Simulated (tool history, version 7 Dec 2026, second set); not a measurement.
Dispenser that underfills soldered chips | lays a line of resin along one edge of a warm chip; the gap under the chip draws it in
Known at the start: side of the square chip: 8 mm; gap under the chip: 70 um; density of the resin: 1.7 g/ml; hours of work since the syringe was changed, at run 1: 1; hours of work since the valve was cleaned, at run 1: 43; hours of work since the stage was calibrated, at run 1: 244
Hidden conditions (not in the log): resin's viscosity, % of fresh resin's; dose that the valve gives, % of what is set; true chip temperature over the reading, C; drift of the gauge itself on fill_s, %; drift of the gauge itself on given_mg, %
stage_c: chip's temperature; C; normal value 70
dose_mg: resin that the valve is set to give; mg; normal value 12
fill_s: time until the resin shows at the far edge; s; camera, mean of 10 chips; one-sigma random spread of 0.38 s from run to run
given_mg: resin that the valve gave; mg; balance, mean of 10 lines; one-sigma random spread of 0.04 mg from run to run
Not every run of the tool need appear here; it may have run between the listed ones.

run,hour,stage_c,dose_mg,hours of work since the syringe was changed,hours of work since the valve was cleaned,hours of work since the stage was calibrated,fill_s,given_mg
1,0,70,12,1,43,244,24,11.73
2,9.5,70,12,7,49,251,40.7,11.67
# hour 13.3: new syringe of resin
3,15.9,70,12,2,53,255,26.2,11.62
4,24.1,70,12,7,59,260,41.2,11.68
# hour 28.2: new syringe of resin
5,34,70,12,4,65,267,31,11.66
6,41,70,11.1,9,70,272,46.5,10.75
# hour 43.1: new syringe of resin
7,47.6,70,12.7,3,75,276,27.8,12.14
# hour 58: new syringe of resin
8,58,70,12.7,0,81,283,21.4,12.2
9,65.7,70,14.3,5,87,288,33.2,13.62
# hour 73: new syringe of resin
10,75.3,70,14.3,2,93,294,24.8,13.54
11,82.4,70,14.9,6,98,299,36.7,14.1
# hour 88: new syringe of resin
12,90,70,13.2,1,103,304,23.6,12.4
13,99.4,70,12,8,109,310,40.3,11.26
# hour 103: new syringe of resin
# hour 104.4: stage's temperature calibrated
14,110.3,76,12,4,116,4,27.1,11.16
15,115.8,70,12,8,119,8,46.7,11.28
# hour 119.1: new syringe of resin
16,126.4,70,12,5,126,15,35.4,11.12
# hour 129: dispensing valve cleaned and set on the balance
17,132.8,70,13.2,9,3,18,48.8,13.21
# hour 135.7: new syringe of resin
18,138.7,70,12,2,6,22,27.4,11.98
19,143.5,70,13.7,5,10,25,36.1,13.64
20,148.1,70,13.7,8,13,29,46.5,13.64
# hour 150.6: new syringe of resin
21,154.3,80,12.5,3,17,33,20.6,12.42
22,162.4,63,11.2,8,22,38,59.3,11.07

Estimate the outcome of run 23 from the log above:
# hour 165.9: new syringe of resin
23,167.9,60,10.7,1,26,42,?,?

{"run 23": {"fill_s": 38.8, "given_mg": 10.55}}
The same run, on a tool lacking any hidden state, would have yielded fill_s 34.4 s, given_mg 10.69 mg.
